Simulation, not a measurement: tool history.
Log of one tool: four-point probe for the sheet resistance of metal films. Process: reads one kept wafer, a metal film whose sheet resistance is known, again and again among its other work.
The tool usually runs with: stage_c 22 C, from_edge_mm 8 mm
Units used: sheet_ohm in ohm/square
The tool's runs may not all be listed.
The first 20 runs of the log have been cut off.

| run | day | stage_c | from_edge_mm | touches since the probe head was changed | hours of work since the stage's thermometer was calibrated | sheet_ohm |
|---|---|---|---|---|---|---|
| 21 | 38.279 | 32 | 9 | 99428 | 1594 | 0.056371 |
|  | 38.483 | stage's thermometer calibrated |
| 22 | 40.667 | 30 | 32 | 102315 | 33 | 0.056159 |
| 23 | 43.275 | 30 | 32 | 105499 | 72 | 0.056132 |
| 24 | 46.096 | 18 | 8 | 108938 | 115 | 0.056083 |
| 25 | 47.288 | 23 | 43 | 110395 | 133 | 0.056001 |
| 26 | 49.125 | 23 | 43 | 112636 | 161 | 0.056003 |
| 27 | 51.25 | 23 | 43 | 115223 | 193 | 0.056001 |
|  | 51.738 | stage's thermometer calibrated, once more |
| 28 | 52.604 | 29 | 11 | 116854 | 13 | 0.056297 |
| 29 | 54.25 | 25 | 6 | 118857 | 38 | 0.056449 |
| 30 | 55.854 | 26 | 53 | 120814 | 62 | 0.056141 |
| 31 | 58.338 | 26 | 53 | 123842 | 100 | 0.056132 |
| 32 | 61.162 | 21 | 18 | 127289 | 143 | 0.056076 |
| 33 | 63.538 | 30 | 18 | 130184 | 178 | 0.056206 |
| 34 | 64.992 | 32 | 29 | 131959 | 200 | 0.05622 |
| 35 | 66.75 | 32 | 29 | 134107 | 227 | 0.056198 |
| 36 | 69.025 | 32 | 45 | 136881 | 262 | 0.056199 |

Branching from run 36: 3 alternative next runs. What would each branch give?
| A | 70.267 | 19 | 45 | 138394 | 280 | ? |
| B | 70.267 | 23 | 44 | 138394 | 280 | ? |
| C | 70.267 | 33 | 31 | 138394 | 280 | ? |

| run | sheet_ohm |
|---|---|
| A | 0.055987 |
| B | 0.056057 |
| C | 0.056223 |
Had the tool no hidden state, the same runs would have come out as:
| run | sheet_ohm |
|---|---|
| A | 0.056739 |
| B | 0.056809 |
| C | 0.056977 |
